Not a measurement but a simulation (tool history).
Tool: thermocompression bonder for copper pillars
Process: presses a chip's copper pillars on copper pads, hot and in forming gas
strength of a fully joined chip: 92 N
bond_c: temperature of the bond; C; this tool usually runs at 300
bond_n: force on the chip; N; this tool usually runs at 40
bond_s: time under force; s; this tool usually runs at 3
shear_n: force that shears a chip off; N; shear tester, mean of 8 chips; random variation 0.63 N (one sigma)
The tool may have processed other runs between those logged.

run,hour,bond_c,bond_n,bond_s,shear_n
1,0,300,40,3,31.6
# hour 8: forming gas filter changed
2,23.6,300,40,3,34.3
3,38.2,300,40,3,34.6
4,54,300,40,3,33.8
5,75.3,282,40,3,25.6
6,98.2,300,40,3,33.4
7,109.1,299,50,3,40.5
8,123,299,50,3,39.9
9,143.8,299,50,3,39.5
10,166,315,50,4,51.9
11,188.4,320,49,8,61.5
# hour 207.1: forming gas filter changed
12,209.4,320,49,8,67.7

5 options for the next run, each taken on its own from the tool as it stands now. Forecast them:
# hour 230.2: force cell calibrated
A,233.8,302,26,3,?
# hour 230.2: force cell calibrated
B,233.8,289,40,8,?
# hour 230.2: force cell calibrated
C,233.8,320,49,6,?
# hour 230.2: force cell calibrated
D,233.8,305,33,6,?
# hour 230.2: force cell calibrated
E,233.8,300,40,8,?

run,shear_n
A,23.7
B,44.6
C,67.6
D,42.6
E,51.3
Without the tool's hidden state the same runs would have given:
run,shear_n
A,25.2
B,47.1
C,70.3
D,44.9
E,53.9

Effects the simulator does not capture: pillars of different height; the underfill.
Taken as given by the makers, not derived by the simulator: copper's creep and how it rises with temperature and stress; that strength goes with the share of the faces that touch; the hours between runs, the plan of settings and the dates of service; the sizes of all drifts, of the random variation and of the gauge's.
